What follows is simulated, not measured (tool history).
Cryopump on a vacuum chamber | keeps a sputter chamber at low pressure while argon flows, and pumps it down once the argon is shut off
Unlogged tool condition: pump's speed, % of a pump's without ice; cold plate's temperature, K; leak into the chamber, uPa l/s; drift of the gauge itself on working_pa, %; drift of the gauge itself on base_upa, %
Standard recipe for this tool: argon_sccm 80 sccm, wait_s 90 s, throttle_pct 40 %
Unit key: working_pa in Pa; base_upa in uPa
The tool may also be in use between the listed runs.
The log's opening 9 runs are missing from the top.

| run | hour | argon_sccm | wait_s | throttle_pct | hours of work since the pump was warmed up and emptied | hours of work since the cold head was overhauled | hours of work since the chamber's fittings were tightened | working_pa | base_upa |
|---|---|---|---|---|---|---|---|---|---|
| 10 | 111.8 | 80 | 99 | 40 | 387 | 387 | 504 | 0.1891 | 0.9 |
| 11 | 120.2 | 80 | 99 | 40 | 392 | 392 | 508 | 0.1902 | 0.87 |
| 12 | 132.2 | 80 | 34 | 40 | 398 | 398 | 514 | 0.1903 | 1.63 |
| 13 | 149.2 | 60 | 34 | 40 | 406 | 406 | 523 | 0.1423 | 1.62 |
| 14 | 158 | 80 | 90 | 40 | 411 | 411 | 527 | 0.19 | 0.96 |
| 15 | 168.3 | 80 | 112 | 40 | 416 | 416 | 532 | 0.1891 | 0.9 |
| 16 | 184.7 | 80 | 90 | 40 | 425 | 425 | 541 | 0.1895 | 0.98 |
| 17 | 194.1 | 48 | 90 | 40 | 429 | 429 | 546 | 0.1153 | 0.98 |
| 18 | 207.2 | 75 | 153 | 40 | 436 | 436 | 552 | 0.1774 | 0.75 |
| 19 | 218.9 | 75 | 153 | 40 | 442 | 442 | 558 | 0.1794 | 0.78 |
| 20 | 227.9 | 75 | 153 | 40 | 447 | 447 | 563 | 0.1793 | 0.79 |
| 21 | 240.8 | 75 | 153 | 40 | 453 | 453 | 569 | 0.1796 | 0.84 |
| 22 | 255.1 | 38 | 153 | 19 | 461 | 461 | 577 | 0.1846 | 0.85 |
| 23 | 263.7 | 38 | 153 | 19 | 465 | 465 | 581 | 0.1864 | 0.83 |
| 24 | 274.8 | 38 | 153 | 19 | 471 | 471 | 587 | 0.1855 | 0.82 |
| 25 | 282 | 38 | 153 | 19 | 474 | 474 | 590 | 0.1865 | 0.87 |
| 26 | 293 | 127 | 90 | 18 | 480 | 480 | 596 | 0.6573 | 0.95 |
| 27 | 306.5 | 98 | 90 | 18 | 487 | 487 | 603 | 0.5103 | 0.99 |
| 28 | 323.3 | 98 | 90 | 54 | 495 | 495 | 611 | 0.1763 | 0.99 |
| 29 | 339.3 | 98 | 90 | 54 | 504 | 504 | 620 | 0.177 | 1 |
| 30 | 353.7 | 81 | 58 | 21 | 511 | 511 | 627 | 0.362 | 1.27 |
| 31 | 361.8 | 81 | 58 | 21 | 515 | 515 | 631 | 0.3599 | 1.26 |
| 32 | 369.2 | 67 | 90 | 29 | 519 | 519 | 635 | 0.2164 | 1.01 |
| 33 | 384 | 152 | 90 | 20 | 526 | 526 | 642 | 0.7095 | 1.05 |

For run 34, what comes out?
| 34 | 400.4 | 152 | 60 | 20 | 535 | 535 | 651 | ? | ? |

working_pa: 0.7128 Pa
base_upa: 1.25 uPa
Were there no unlogged condition in the tool, this run, its random variation unchanged, would have produced working_pa 0.693 Pa, base_upa 0.77 uPa.
